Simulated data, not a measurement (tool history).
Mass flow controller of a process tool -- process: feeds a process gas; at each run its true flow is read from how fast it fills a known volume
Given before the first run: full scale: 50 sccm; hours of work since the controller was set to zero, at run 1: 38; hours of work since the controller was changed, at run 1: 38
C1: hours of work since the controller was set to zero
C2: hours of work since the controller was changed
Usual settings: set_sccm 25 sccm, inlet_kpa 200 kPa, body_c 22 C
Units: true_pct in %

{"run": 1, "day": 0.0, "set_sccm": 25, "inlet_kpa": 200, "body_c": 22, "C1": 38, "C2": 38, "true_pct": 99.87}
{"run": 2, "day": 4.354, "set_sccm": 25, "inlet_kpa": 200, "body_c": 22, "C1": 118, "C2": 118, "true_pct": 99.93}
{"run": 3, "day": 9.25, "set_sccm": 28, "inlet_kpa": 200, "body_c": 22, "C1": 208, "C2": 208, "true_pct": 100.04}
{"run": 4, "day": 12.712, "set_sccm": 28, "inlet_kpa": 200, "body_c": 22, "C1": 272, "C2": 272, "true_pct": 100.03}
{"run": 5, "day": 16.15, "set_sccm": 28, "inlet_kpa": 200, "body_c": 22, "C1": 335, "C2": 335, "true_pct": 99.99}
{"run": 6, "day": 19.408, "set_sccm": 28, "inlet_kpa": 200, "body_c": 22, "C1": 395, "C2": 395, "true_pct": 100.06}
{"run": 7, "day": 23.546, "set_sccm": 28, "inlet_kpa": 200, "body_c": 22, "C1": 471, "C2": 471, "true_pct": 100.07}
{"run": 8, "day": 29.017, "set_sccm": 11, "inlet_kpa": 200, "body_c": 22, "C1": 572, "C2": 572, "true_pct": 100.39}
{"run": 9, "day": 33.421, "set_sccm": 11, "inlet_kpa": 200, "body_c": 22, "C1": 653, "C2": 653, "true_pct": 100.61}
{"run": 10, "day": 37.388, "set_sccm": 13, "inlet_kpa": 200, "body_c": 22, "C1": 726, "C2": 726, "true_pct": 100.51}
{"run": 11, "day": 40.762, "set_sccm": 13, "inlet_kpa": 200, "body_c": 22, "C1": 788, "C2": 788, "true_pct": 100.55}
{"run": 12, "day": 45.483, "set_sccm": 25, "inlet_kpa": 183, "body_c": 22, "C1": 875, "C2": 875, "true_pct": 100.35}
{"run": 13, "day": 50.958, "set_sccm": 25, "inlet_kpa": 191, "body_c": 22, "C1": 976, "C2": 976, "true_pct": 100.4}
{"run": 14, "day": 54.379, "set_sccm": 25, "inlet_kpa": 200, "body_c": 22, "C1": 1038, "C2": 1038, "true_pct": 100.45}
{"run": 15, "day": 57.646, "set_sccm": 25, "inlet_kpa": 200, "body_c": 22, "C1": 1099, "C2": 1099, "true_pct": 100.37}
{"run": 16, "day": 63.296, "set_sccm": 25, "inlet_kpa": 200, "body_c": 22, "C1": 1203, "C2": 1203, "true_pct": 100.62}
{"run": 17, "day": 68.15, "set_sccm": 25, "inlet_kpa": 239, "body_c": 22, "C1": 1292, "C2": 1292, "true_pct": 100.57}
{"run": 18, "day": 71.2, "set_sccm": 19, "inlet_kpa": 200, "body_c": 22, "C1": 1348, "C2": 1348, "true_pct": 100.81}
{"run": 19, "day": 75.962, "set_sccm": 11, "inlet_kpa": 200, "body_c": 22, "C1": 1436, "C2": 1436, "true_pct": 101.31}
{"run": 20, "day": 81.05, "set_sccm": 25, "inlet_kpa": 200, "body_c": 26, "C1": 1529, "C2": 1529, "true_pct": 100.95}
{"run": 21, "day": 85.654, "set_sccm": 25, "inlet_kpa": 200, "body_c": 26, "C1": 1614, "C2": 1614, "true_pct": 100.9}
{"run": 22, "day": 89.725, "set_sccm": 23, "inlet_kpa": 200, "body_c": 26, "C1": 1689, "C2": 1689, "true_pct": 100.93}
{"run": 23, "day": 93.558, "set_sccm": 23, "inlet_kpa": 146, "body_c": 23, "C1": 1759, "C2": 1759, "true_pct": 100.67}

What will run 24 give?
{"run": 24, "day": 96.471, "set_sccm": 23, "inlet_kpa": 146, "body_c": 23, "C1": 1813, "C2": 1813, "true_pct": "?"}

true_pct: 100.86 %
Without the tool's hidden state the same run would have given true_pct 99.58 %.

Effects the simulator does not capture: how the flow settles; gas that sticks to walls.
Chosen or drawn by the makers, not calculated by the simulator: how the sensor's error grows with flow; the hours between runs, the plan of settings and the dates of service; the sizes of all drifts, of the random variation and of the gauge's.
